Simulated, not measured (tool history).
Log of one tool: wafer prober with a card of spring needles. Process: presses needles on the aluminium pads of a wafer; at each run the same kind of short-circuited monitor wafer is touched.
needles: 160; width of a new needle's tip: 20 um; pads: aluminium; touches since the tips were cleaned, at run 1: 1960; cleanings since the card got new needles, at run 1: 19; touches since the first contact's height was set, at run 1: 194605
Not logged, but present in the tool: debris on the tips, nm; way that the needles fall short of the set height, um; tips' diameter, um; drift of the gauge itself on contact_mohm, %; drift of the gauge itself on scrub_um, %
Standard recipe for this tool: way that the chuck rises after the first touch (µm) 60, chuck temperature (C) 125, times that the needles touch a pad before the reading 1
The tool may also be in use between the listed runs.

run,day,way that the chuck rises after the first touch (µm),chuck temperature (C),times that the needles touch a pad before the reading,touches since the tips were cleaned,cleanings since the card got new needles,touches since the first contact's height was set,resistance of one needle with its contact and lead (mohm),way that a needle slides on the pad (µm)
1,0,60,125,1,1960,19,194605,166,8.13
2,0.588,60,125,1,8244,19,200889,189,8.07
# day 0.675: tips cleaned on abrasive film
3,1.217,60,125,2,5814,20,207594,171,8.01
# day 1.529: tips cleaned on abrasive film
4,1.633,60,125,2,1099,21,212013,161,8.16
5,2.292,60,61,2,8165,21,219079,166,8.03
# day 2.35: tips cleaned on abrasive film
# day 2.812: height of the first contact set anew
# day 3.154: tips cleaned on abrasive film
6,3.158,60,61,2,54,23,3694,145,8.03
# day 4: tips cleaned on abrasive film
7,4.067,60,125,1,712,24,13379,165,8
# day 4.471: height of the first contact set anew, once more
# day 4.854: tips cleaned on abrasive film
8,4.854,60,72,1,0,25,4069,146,8.4
9,5.238,60,72,1,4115,25,8184,170,8.36
# day 5.688: tips cleaned on abrasive film
10,5.858,60,125,1,1835,26,14784,166,8.31
11,6.354,60,125,1,7130,26,20079,184,8.24
# day 6.508: tips cleaned on abrasive film
12,6.996,60,125,1,5255,27,26952,180,8.29
# day 7.358: tips cleaned on abrasive film
13,7.429,60,27,1,725,28,31512,146,8.29
14,8.104,60,27,1,7976,28,38763,178,8.23
# day 8.179: tips cleaned on abrasive film
15,8.629,60,27,1,4819,29,44333,166,8.27
# day 8.992: tips cleaned on abrasive film
16,9.067,60,27,1,844,30,49015,146,8.31
17,9.671,60,50,3,7282,30,55453,155,8.21
# day 9.8: tips cleaned on abrasive film
18,10.229,60,50,3,4607,31,61425,150,8.2
# day 10.65: tips cleaned on abrasive film
19,11.129,60,125,2,5104,32,70994,169,8.21
# day 11.462: tips cleaned on abrasive film
20,12.017,60,125,2,5926,33,80482,172,8.13
# day 12.271: tips cleaned on abrasive film
21,12.6,41,125,1,3506,34,86678,209,5.56
# day 13.112: tips cleaned on abrasive film
22,13.488,74,125,3,4035,35,96156,154,10.1
# day 13.908: tips cleaned on abrasive film
23,14.033,74,125,3,1350,36,101959,152,10.16
# day 14.746: tips cleaned on abrasive film
24,14.929,74,125,3,1946,37,111516,154,10.05
25,15.521,71,86,2,8314,37,117884,159,9.63
# day 15.612: tips cleaned on abrasive film
26,16.15,57,52,1,5773,38,124567,182,7.72
# day 16.458: tips cleaned on abrasive film
27,16.75,42,86,2,3127,39,130954,184,5.62
# day 17.296: tips cleaned on abrasive film
28,17.475,47,86,2,1883,40,138658,166,6.34

Hidden state at the last listed run before each entry between runs and at the first one after, where it differs:
In the gap between runs 2 and 3: tips cleaned on abrasive film (day 0.675)
  debris on the tips, nm: 85.6 -> 72.6; way that the needles fall short of the set height, um: 1.7 -> 1.79; tips' diameter, um: 20.59 -> 20.63
  measured result minus the result with no hidden state, resistance of one needle with its contact and lead (mohm): +34 -> +18; way that a needle slides on the pad (µm): -0.24 -> -0.25
In the gap between runs 3 and 4: tips cleaned on abrasive film (day 1.529)
  debris on the tips, nm: 72.6 -> 23.8; way that the needles fall short of the set height, um: 1.79 -> 1.91; tips' diameter, um: 20.63 -> 20.67
  measured result minus the result with no hidden state, resistance of one needle with its contact and lead (mohm): +18 -> +7; way that a needle slides on the pad (µm): -0.25 -> -0.27
In the gap between runs 5 and 6: tips cleaned on abrasive film (day 2.35); height of the first contact set anew (day 2.812); tips cleaned on abrasive film (day 3.154)
  debris on the tips, nm: 86.5 -> 10.8; way that the needles fall short of the set height, um: 1.91 -> 2.46; tips' diameter, um: 20.67 -> 20.73
  measured result minus the result with no hidden state, resistance of one needle with its contact and lead (mohm): +24 -> +4; way that a needle slides on the pad (µm): -0.26 -> -0.34
In the gap between runs 6 and 7: tips cleaned on abrasive film (day 4)
  debris on the tips, nm: 10.8 -> 22.5; way that the needles fall short of the set height, um: 2.46 -> 2.57; tips' diameter, um: 20.73 -> 20.77
  measured result minus the result with no hidden state, resistance of one needle with its contact and lead (mohm): +4 -> +11; way that a needle slides on the pad (µm): -0.34 -> -0.35
In the gap between runs 7 and 8: height of the first contact set anew, once more (day 4.471); tips cleaned on abrasive film (day 4.854)
  debris on the tips, nm: 22.5 -> 8.4; way that the needles fall short of the set height, um: 2.57 -> 0.07; tips' diameter, um: 20.77 -> 20.8
  measured result minus the result with no hidden state, resistance of one needle with its contact and lead (mohm): +11 -> +4; way that a needle slides on the pad (µm): -0.35 -> -0.01
In the gap between runs 9 and 10: tips cleaned on abrasive film (day 5.688)
  debris on the tips, nm: 63.2 -> 39.6; way that the needles fall short of the set height, um: 0.07 -> 0.19; tips' diameter, um: 20.8 -> 20.83
  measured result minus the result with no hidden state, resistance of one needle with its contact and lead (mohm): +26 -> +15; way that a needle slides on the pad (µm): -0.01 -> -0.03
In the gap between runs 11 and 12: tips cleaned on abrasive film (day 6.508)
  debris on the tips, nm: 82.7 -> 70.5; way that the needles fall short of the set height, um: 0.19 -> 0.27; tips' diameter, um: 20.83 -> 20.86
  measured result minus the result with no hidden state, resistance of one needle with its contact and lead (mohm): +32 -> +27; way that a needle slides on the pad (µm): -0.03 -> -0.04
In the gap between runs 12 and 13: tips cleaned on abrasive film (day 7.358)
  debris on the tips, nm: 70.5 -> 21.6; way that the needles fall short of the set height, um: 0.27 -> 0.39; tips' diameter, um: 20.86 -> 20.91
  measured result minus the result with no hidden state, resistance of one needle with its contact and lead (mohm): +27 -> +10; way that a needle slides on the pad (µm): -0.04 -> -0.05
In the gap between runs 14 and 15: tips cleaned on abrasive film (day 8.179)
  debris on the tips, nm: 86.1 -> 65.8; way that the needles fall short of the set height, um: 0.39 -> 0.51; tips' diameter, um: 20.91 -> 20.95
  measured result minus the result with no hidden state, resistance of one needle with its contact and lead (mohm): +39 -> +30; way that a needle slides on the pad (µm): -0.05 -> -0.07
In the gap between runs 15 and 16: tips cleaned on abrasive film (day 8.992)
  debris on the tips, nm: 65.8 -> 20.5; way that the needles fall short of the set height, um: 0.51 -> 0.6; tips' diameter, um: 20.95 -> 20.98
  measured result minus the result with no hidden state, resistance of one needle with its contact and lead (mohm): +30 -> +10; way that a needle slides on the pad (µm): -0.07 -> -0.08
In the gap between runs 17 and 18: tips cleaned on abrasive film (day 9.8)
  debris on the tips, nm: 84.1 -> 65.3; way that the needles fall short of the set height, um: 0.6 -> 0.71; tips' diameter, um: 20.98 -> 21.02
  measured result minus the result with no hidden state, resistance of one needle with its contact and lead (mohm): +14 -> +11; way that a needle slides on the pad (µm): -0.08 -> -0.1
In the gap between runs 18 and 19: tips cleaned on abrasive film (day 10.65)
  debris on the tips, nm: 65.3 -> 64.2; way that the needles fall short of the set height, um: 0.71 -> 0.79; tips' diameter, um: 21.02 -> 21.04
  measured result minus the result with no hidden state, resistance of one needle with its contact and lead (mohm): +11 -> +16; way that a needle slides on the pad (µm): -0.1 -> -0.11
In the gap between runs 19 and 20: tips cleaned on abrasive film (day 11.462)
  debris on the tips, nm: 64.2 -> 73.6; way that the needles fall short of the set height, um: 0.79 -> 0.87; tips' diameter, um: 21.04 -> 21.07
  measured result minus the result with no hidden state, resistance of one needle with its contact and lead (mohm): +16 -> +18; way that a needle slides on the pad (µm): -0.11 -> -0.12
In the gap between runs 20 and 21: tips cleaned on abrasive film (day 12.271)
  debris on the tips, nm: 73.6 -> 59; way that the needles fall short of the set height, um: 0.87 -> 0.99; tips' diameter, um: 21.07 -> 21.12
  measured result minus the result with no hidden state, resistance of one needle with its contact and lead (mohm): +18 -> +48; way that a needle slides on the pad (µm): -0.12 -> -0.14
In the gap between runs 21 and 22: tips cleaned on abrasive film (day 13.112)
  debris on the tips, nm: 59 -> 62; way that the needles fall short of the set height, um: 0.99 -> 1.06; tips' diameter, um: 21.12 -> 21.14
  measured result minus the result with no hidden state, resistance of one needle with its contact and lead (mohm): +48 -> +7; way that a needle slides on the pad (µm): -0.14 -> -0.15
In the gap between runs 22 and 23: tips cleaned on abrasive film (day 13.908)
  debris on the tips, nm: 62 -> 29.2; way that the needles fall short of the set height, um: 1.06 -> 1.18; tips' diameter, um: 21.14 -> 21.18
  measured result minus the result with no hidden state, resistance of one needle with its contact and lead (mohm): +7 -> +4; way that a needle slides on the pad (µm): -0.15 -> -0.16
In the gap between runs 23 and 24: tips cleaned on abrasive film (day 14.746)
  debris on the tips, nm: 29.2 -> 41; way that the needles fall short of the set height, um: 1.18 -> 1.25; tips' diameter, um: 21.18 -> 21.21
  measured result minus the result with no hidden state, resistance of one needle with its contact and lead (mohm): +4 -> +5; way that a needle slides on the pad (µm): -0.16 -> -0.17
In the gap between runs 25 and 26: tips cleaned on abrasive film (day 15.612)
  debris on the tips, nm: 84.7 -> 74.8; way that the needles fall short of the set height, um: 1.25 -> 1.34; tips' diameter, um: 21.21 -> 21.24
  measured result minus the result with no hidden state, resistance of one needle with its contact and lead (mohm): +17 -> +39; way that a needle slides on the pad (µm): -0.17 -> -0.19
In the gap between runs 26 and 27: tips cleaned on abrasive film (day 16.458)
  debris on the tips, nm: 74.8 -> 54.6; way that the needles fall short of the set height, um: 1.34 -> 1.41; tips' diameter, um: 21.24 -> 21.26
  measured result minus the result with no hidden state, resistance of one needle with its contact and lead (mohm): +39 -> +29; way that a needle slides on the pad (µm): -0.19 -> -0.2
In the gap between runs 27 and 28: tips cleaned on abrasive film (day 17.296)
  debris on the tips, nm: 54.6 -> 37.6; way that the needles fall short of the set height, um: 1.41 -> 1.53; tips' diameter, um: 21.26 -> 21.3
  measured result minus the result with no hidden state, resistance of one needle with its contact and lead (mohm): +29 -> +17; way that a needle slides on the pad (µm): -0.2 -> -0.21
